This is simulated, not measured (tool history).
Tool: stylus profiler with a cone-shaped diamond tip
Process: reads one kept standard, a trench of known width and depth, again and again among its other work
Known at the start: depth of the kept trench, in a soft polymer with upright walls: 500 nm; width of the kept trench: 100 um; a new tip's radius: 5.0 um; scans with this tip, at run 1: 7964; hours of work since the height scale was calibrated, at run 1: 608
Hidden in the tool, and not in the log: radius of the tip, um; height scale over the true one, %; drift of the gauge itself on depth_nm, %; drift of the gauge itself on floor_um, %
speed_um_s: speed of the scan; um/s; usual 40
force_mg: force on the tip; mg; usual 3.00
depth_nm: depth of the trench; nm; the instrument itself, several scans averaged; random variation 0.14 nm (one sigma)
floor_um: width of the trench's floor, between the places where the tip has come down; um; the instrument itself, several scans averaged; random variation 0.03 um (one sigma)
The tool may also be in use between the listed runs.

run      day  speed_um_s  force_mg  scans with this tip  hours of work since the height scale was calibrated  depth_nm  floor_um
  1    0.000          40      3.00                 7964                                                  608    507.57     95.53
  2    3.150          40      3.00                 8158                                                  646    507.67     95.52
  3    6.571          45      3.00                 8370                                                  688    507.44     95.51
  4   10.762          40      3.00                 8629                                                  739    507.64     95.52
  5   15.158          40      3.00                 8900                                                  793    507.54     95.54
  6   18.042          40      3.00                 9078                                                  828    507.51     95.52
  7   20.862          40      3.00                 9253                                                  862    507.46     95.53
  8   25.317          40      3.00                 9528                                                  917    507.46     95.51
      28.300  -- height scale calibrated on a step standard
  9   29.575          40      3.00                 9790                                                   16    507.67     95.56
 10   32.762          40      3.00                 9987                                                   54    507.46     95.57
 11   35.550          40      3.00                10159                                                   88    507.56     95.50
 12   39.533          40      3.00                10405                                                  137    507.47     95.54
 13   41.975          66      3.00                10556                                                  167    507.63     95.47
 14   45.212          66      3.00                10756                                                  206    507.57     95.40
 15   48.721          66      3.00                10973                                                  249    507.51     95.47
 16   51.546          66      3.00                11147                                                  284    507.34     95.42
 17   53.425          66      3.00                11263                                                  306    507.30     95.46
 18   55.429          45      4.97                11387                                                  331    510.46     95.56
 19   59.542          25      3.54                11641                                                  381    508.50     95.56
 20   62.925          42      1.39                11850                                                  422    504.56     95.46
 21   65.321          42      1.39                11999                                                  452    504.27     95.48
 22   69.279          42      1.39                12243                                                  500    504.45     95.42
 23   72.421          42      1.39                12437                                                  538    504.27     95.42
 24   74.617          42      1.39                12573                                                  565    504.50     95.45
 25   78.029          13      1.17                12784                                                  607    503.93     95.58
 26   80.942          13      1.17                12964                                                  642    503.83     95.61
 27   84.692          13      1.17                13195                                                  688    503.84     95.56
 28   88.979          75      3.00                13460                                                  740    507.48     95.46
 29   91.588          12      6.38                13622                                                  772    512.40     95.64
 30   95.658          12      6.38                13873                                                  822    512.54     95.64
 31   99.458          29      1.57                14108                                                  868    504.81     95.55
 32  101.846          28      1.58                14255                                                  897    504.92     95.48

How the hidden state differs across the entries between the runs, from the last listed run before each to the first after it:
Between runs 8 and 9: height scale calibrated on a step standard (day 28.300)
  height scale over the true one, %: -0.001 -> 0

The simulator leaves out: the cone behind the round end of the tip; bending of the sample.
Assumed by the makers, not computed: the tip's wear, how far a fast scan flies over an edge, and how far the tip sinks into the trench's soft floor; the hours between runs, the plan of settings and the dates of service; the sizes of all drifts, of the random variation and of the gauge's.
